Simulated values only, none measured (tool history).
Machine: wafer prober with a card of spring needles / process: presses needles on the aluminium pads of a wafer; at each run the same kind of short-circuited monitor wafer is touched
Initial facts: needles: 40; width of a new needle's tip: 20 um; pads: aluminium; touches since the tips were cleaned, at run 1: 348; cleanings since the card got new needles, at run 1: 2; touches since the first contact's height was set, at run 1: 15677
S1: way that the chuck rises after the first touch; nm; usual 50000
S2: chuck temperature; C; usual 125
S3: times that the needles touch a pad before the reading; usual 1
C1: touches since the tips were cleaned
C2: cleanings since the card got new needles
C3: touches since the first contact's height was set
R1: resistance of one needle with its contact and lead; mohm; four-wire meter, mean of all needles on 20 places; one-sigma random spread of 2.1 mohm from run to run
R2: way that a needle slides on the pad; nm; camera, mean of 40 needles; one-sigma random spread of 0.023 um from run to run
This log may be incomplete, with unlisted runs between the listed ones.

| run | hour | S1 | S2 | S3 | C1 | C2 | C3 | R1 | R2 |
|---|---|---|---|---|---|---|---|---|---|
| 1 | 0.0 | 50000 | 125 | 1 | 348 | 2 | 15677 | 242 | 13010 |
| 2 | 9.6 | 50000 | 125 | 1 | 4371 | 2 | 19700 | 269 | 12950 |
|  | 16.1 | tips cleaned on abrasive film |
| 3 | 22.7 | 50000 | 125 | 1 | 2764 | 3 | 25108 | 262 | 12940 |
|  | 32.3 | tips cleaned on abrasive film |
| 4 | 36.3 | 50000 | 125 | 1 | 1701 | 4 | 30765 | 251 | 12910 |
| 5 | 45.8 | 50000 | 125 | 1 | 5650 | 4 | 34714 | 279 | 12930 |
|  | 48.0 | tips cleaned on abrasive film |
| 6 | 61.3 | 50000 | 125 | 1 | 5537 | 5 | 41127 | 274 | 12940 |
|  | 64.1 | tips cleaned on abrasive film |
| 7 | 69.7 | 50000 | 125 | 1 | 2337 | 6 | 44602 | 256 | 12910 |
|  | 80.5 | tips cleaned on abrasive film |
| 8 | 80.5 | 50000 | 125 | 1 | 0 | 7 | 49061 | 237 | 12840 |
| 9 | 94.7 | 50000 | 56 | 1 | 5932 | 7 | 54993 | 272 | 12830 |
|  | 97.1 | tips cleaned on abrasive film |
| 10 | 107.1 | 50000 | 56 | 1 | 4171 | 8 | 60137 | 264 | 12820 |
|  | 113.4 | tips cleaned on abrasive film |
| 11 | 114.8 | 50000 | 56 | 2 | 592 | 9 | 63293 | 223 | 12820 |
| 12 | 125.0 | 50000 | 56 | 2 | 4850 | 9 | 67551 | 240 | 12830 |
|  | 130.2 | tips cleaned on abrasive film |
| 13 | 135.1 | 50000 | 125 | 3 | 2065 | 10 | 71747 | 241 | 12790 |
|  | 146.4 | tips cleaned on abrasive film |
| 14 | 151.6 | 50000 | 125 | 3 | 2140 | 11 | 78562 | 243 | 12800 |
|  | 162.5 | tips cleaned on abrasive film |
| 15 | 163.2 | 50000 | 125 | 3 | 288 | 12 | 83372 | 235 | 12750 |
|  | 179.0 | tips cleaned on abrasive film |
| 16 | 179.1 | 50000 | 125 | 3 | 58 | 13 | 89986 | 230 | 12750 |
|  | 195.1 | tips cleaned on abrasive film |
| 17 | 197.3 | 50000 | 125 | 3 | 956 | 14 | 97545 | 235 | 12710 |
| 18 | 209.6 | 49000 | 34 | 1 | 6078 | 14 | 102667 | 277 | 12460 |
|  | 211.8 | tips cleaned on abrasive film |
| 19 | 225.4 | 70000 | 43 | 1 | 5671 | 15 | 109226 | 234 | 17880 |
|  | 227.8 | tips cleaned on abrasive film |
| 20 | 241.3 | 55000 | 43 | 2 | 5647 | 16 | 115825 | 238 | 13970 |
|  | 243.9 | tips cleaned on abrasive film |
| 21 | 249.2 | 34000 | 125 | 1 | 2181 | 17 | 119050 | 310 | 8490 |
|  | 261.0 | tips cleaned on abrasive film |
| 22 | 266.4 | 34000 | 27 | 2 | 2249 | 18 | 126182 | 263 | 8460 |
|  | 276.8 | tips cleaned on abrasive film |
| 23 | 280.3 | 34000 | 27 | 2 | 1454 | 19 | 131944 | 249 | 8440 |
|  | 294.0 | tips cleaned on abrasive film |
| 24 | 297.8 | 52000 | 117 | 2 | 1594 | 20 | 139230 | 242 | 13100 |
| 25 | 308.1 | 52000 | 117 | 2 | 5871 | 20 | 143507 | 258 | 13130 |
|  | 309.8 | tips cleaned on abrasive film |
| 26 | 321.0 | 42000 | 125 | 1 | 4682 | 21 | 148863 | 306 | 10500 |
|  | 326.3 | tips cleaned on abrasive film |
| 27 | 335.1 | 52000 | 76 | 2 | 3675 | 22 | 154703 | 244 | 13080 |
|  | 342.5 | tips cleaned on abrasive film |
| 28 | 344.4 | 32000 | 37 | 1 | 790 | 23 | 158528 | 258 | 7870 |
|  | 352.3 | height of the first contact set anew |
|  | 359.1 | tips cleaned on abrasive film |
| 29 | 359.1 | 32000 | 37 | 1 | 0 | 24 | 2798 | 225 | 8310 |
|  | 375.1 | tips cleaned on abrasive film |
| 30 | 375.1 | 58000 | 97 | 1 | 0 | 25 | 9457 | 230 | 15030 |
| 31 | 383.2 | 58000 | 97 | 1 | 3350 | 25 | 12807 | 254 | 15030 |
|  | 391.1 | tips cleaned on abrasive film |
| 32 | 391.1 | 50000 | 125 | 2 | 0 | 26 | 16085 | 232 | 12930 |
| 33 | 399.5 | 61000 | 48 | 1 | 3492 | 26 | 19577 | 238 | 15830 |

4 ways to go on from here, each from the tool as it stands after run 33. What would each give?
|  | 407.5 | tips cleaned on abrasive film |
| A | 408.5 | 35000 | 95 | 1 | 416 | 27 | 23297 | ? | ? |
|  | 407.5 | tips cleaned on abrasive film |
| B | 408.5 | 66000 | 54 | 1 | 416 | 27 | 23297 | ? | ? |
|  | 407.5 | tips cleaned on abrasive film |
| C | 408.5 | 35000 | 100 | 1 | 416 | 27 | 23297 | ? | ? |
|  | 407.5 | tips cleaned on abrasive film |
| D | 408.5 | 61000 | 37 | 2 | 416 | 27 | 23297 | ? | ? |

| run | R1 | R2 |
|---|---|---|
| A | 252 | 9020 |
| B | 216 | 17070 |
| C | 254 | 9050 |
| D | 211 | 15810 |
Had the tool no hidden state, the same runs would have come out as:
| run | R1 | R2 |
|---|---|---|
| A | 233 | 9090 |
| B | 209 | 17140 |
| C | 235 | 9120 |
| D | 206 | 15880 |
